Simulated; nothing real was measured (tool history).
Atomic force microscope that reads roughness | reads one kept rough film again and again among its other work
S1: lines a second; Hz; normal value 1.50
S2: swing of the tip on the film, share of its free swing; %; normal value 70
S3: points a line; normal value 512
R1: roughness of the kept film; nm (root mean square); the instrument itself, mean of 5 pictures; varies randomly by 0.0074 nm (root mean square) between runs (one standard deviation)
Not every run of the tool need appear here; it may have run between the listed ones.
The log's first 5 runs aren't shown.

run   hour    S1  S2   S3     R1
      45.9  -- new tip fitted
  6   52.3  1.50  70  512  1.510
  7   65.0  1.50  75  512  1.411
      77.0  -- new tip fitted
  8   77.0  1.50  75  512  1.530
  9   85.2  1.50  70  556  1.509
 10   97.1  1.50  70  556  1.419
 11  106.7  1.50  70  669  1.373
     108.5  -- new tip fitted
 12  114.4  1.50  63  512  1.526
 13  128.0  1.50  70  512  1.425
     139.3  -- new tip fitted
 14  140.9  1.50  70  512  1.548
 15  150.1  1.50  70  512  1.484
 16  155.9  1.50  70  512  1.449
 17  162.5  0.67  70  512  1.433
 18  168.5  0.67  70  512  1.405
     170.6  -- new tip fitted
 19  175.9  0.67  70  512  1.550
 20  182.8  0.67  70  512  1.498
 21  195.5  1.50  70  512  1.384
     201.6  -- new tip fitted
 22  204.3  1.50  70  512  1.553
 23  213.1  1.50  70  512  1.467
 24  222.3  1.50  70  512  1.410
     233.4  -- new tip fitted
 25  234.7  1.50  70  512  1.531
 26  241.6  1.50  70  512  1.489
 27  248.8  1.50  86  376  1.363

Run 28 has not been measured yet. What should we expect?
 28  259.8  0.51  88  270   ?

Run 28 measured R1 1.387 nm (root mean square).
Take away the tool's hidden state, keep the run-to-run variation as it was, and the same run would have given R1 1.559 nm (root mean square).
